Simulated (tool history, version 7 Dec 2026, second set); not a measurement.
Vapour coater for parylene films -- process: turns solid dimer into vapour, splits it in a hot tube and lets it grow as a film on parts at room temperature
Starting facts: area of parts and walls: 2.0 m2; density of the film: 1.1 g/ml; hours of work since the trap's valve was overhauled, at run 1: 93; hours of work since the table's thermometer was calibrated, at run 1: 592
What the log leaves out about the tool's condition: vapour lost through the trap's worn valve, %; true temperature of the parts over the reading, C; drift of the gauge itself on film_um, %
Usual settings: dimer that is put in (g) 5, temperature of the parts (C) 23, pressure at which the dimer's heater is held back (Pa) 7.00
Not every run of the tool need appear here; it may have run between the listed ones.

run,hour,dimer that is put in (g),temperature of the parts (C),pressure at which the dimer's heater is held back (Pa),hours of work since the trap's valve was overhauled,hours of work since the table's thermometer was calibrated,thickness of the film (nm)
1,0.0,5,23,7.00,93,592,1210
2,31.5,5,23,7.00,111,609,1210
3,60.0,5,27,7.00,126,625,1030
4,94.4,5,16,7.00,145,644,1560
5,130.6,5,16,7.00,165,664,1590
6,156.0,5,16,7.00,179,678,1570
7,189.1,5,16,7.00,197,696,1590
8,223.7,5,23,7.00,216,715,1230
9,249.7,5,23,7.00,230,729,1220
10,281.5,5,23,7.00,248,746,1240
11,319.0,5,23,7.00,268,767,1190
12,351.2,5,23,7.00,286,785,1210
13,369.9,6,26,2.40,296,795,1600
14,398.3,6,26,4.96,312,810,1360
15,427.2,6,26,4.96,328,826,1380
16,461.7,6,26,4.96,347,845,1400
17,502.0,5,17,6.15,369,867,1560
18,523.3,3,29,7.00,380,879,590
19,546.1,3,29,7.00,393,891,570
20,581.2,5,16,5.17,412,911,1670
# hour 595.1: table's thermometer calibrated
21,614.8,6,16,5.17,430,11,2010

Entry by entry between the runs, the difference in hidden state between the last listed run before and the first listed run after:
From run 20 to run 21: table's thermometer calibrated (hour 595.1)
  true temperature of the parts over the reading, C: -0.04 -> -0.01
